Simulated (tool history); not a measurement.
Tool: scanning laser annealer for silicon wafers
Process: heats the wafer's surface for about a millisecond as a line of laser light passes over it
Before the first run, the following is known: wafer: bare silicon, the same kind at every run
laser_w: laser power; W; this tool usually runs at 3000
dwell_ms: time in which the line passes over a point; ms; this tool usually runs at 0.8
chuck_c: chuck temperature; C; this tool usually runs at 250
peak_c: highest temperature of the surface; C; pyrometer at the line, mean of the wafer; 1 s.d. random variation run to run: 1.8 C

run   hour  laser_w  dwell_ms  chuck_c  peak_c
  1      0     3000       0.8      250     968
  2     24     3000       0.8      250     969
  3   53.5     3000       0.8      250     968
  4   83.4     3000       0.8      250     963
  5   97.7     3000       0.8      250     964
  6  125.1     3000       0.8      250     967
  7  152.5     3000       0.8      281     991
  8  181.3     3000       0.8      281     993
  9  207.8     3000       0.8      281     989
 10  230.9     3000       0.8      281     988
 11  256.7     3000       0.8      281     990
 12  269.3     3000       0.8      281     990
 13  289.4     3000     0.874      250     994
 14  316.9     3000     0.874      250     988
 15  346.6     2802     0.727      246     857
 16  366.3     2802     0.727      246     858
 17  381.8     2778     0.971      216     921
 18  397.1     2778     0.971      216     919
 19  421.1     2858     0.607      250     816
 20  449.3     3000     0.909      250     996
 21  477.9     3000     0.909      250     996
 22  492.7     3065      0.76      225     923
 23  515.1     3065      0.76      225     924
 24  527.7     3065      0.76      225     923
 25  540.8     2617      0.74      273     831

Some steps in peak_c between neighbouring runs. How much of each would the tool show without its hidden state too (settings, what came in, random variation), and how much is left for the hidden state, with any gauge scatter that isn't in both results?
Hidden state at play: light that passes the window, % of a clean one's; laser's true power over the reading, %; width of the line over the set one, %; drift of the gauge itself on peak_c, C.
Run 14 -> 15: laser_w 3000 -> 2802, dwell_ms 0.874 -> 0.727, chuck_c 250 -> 246. peak_c -131 C: hidden state +6, all else -137.
Run 19 -> 20: laser_w 2858 -> 3000, dwell_ms 0.607 -> 0.909. peak_c +180 C: hidden state -11, all else +191.
Run 24 -> 25: laser_w 3065 -> 2617, dwell_ms 0.76 -> 0.74, chuck_c 225 -> 273. peak_c -92 C: hidden state +9, all else -101.

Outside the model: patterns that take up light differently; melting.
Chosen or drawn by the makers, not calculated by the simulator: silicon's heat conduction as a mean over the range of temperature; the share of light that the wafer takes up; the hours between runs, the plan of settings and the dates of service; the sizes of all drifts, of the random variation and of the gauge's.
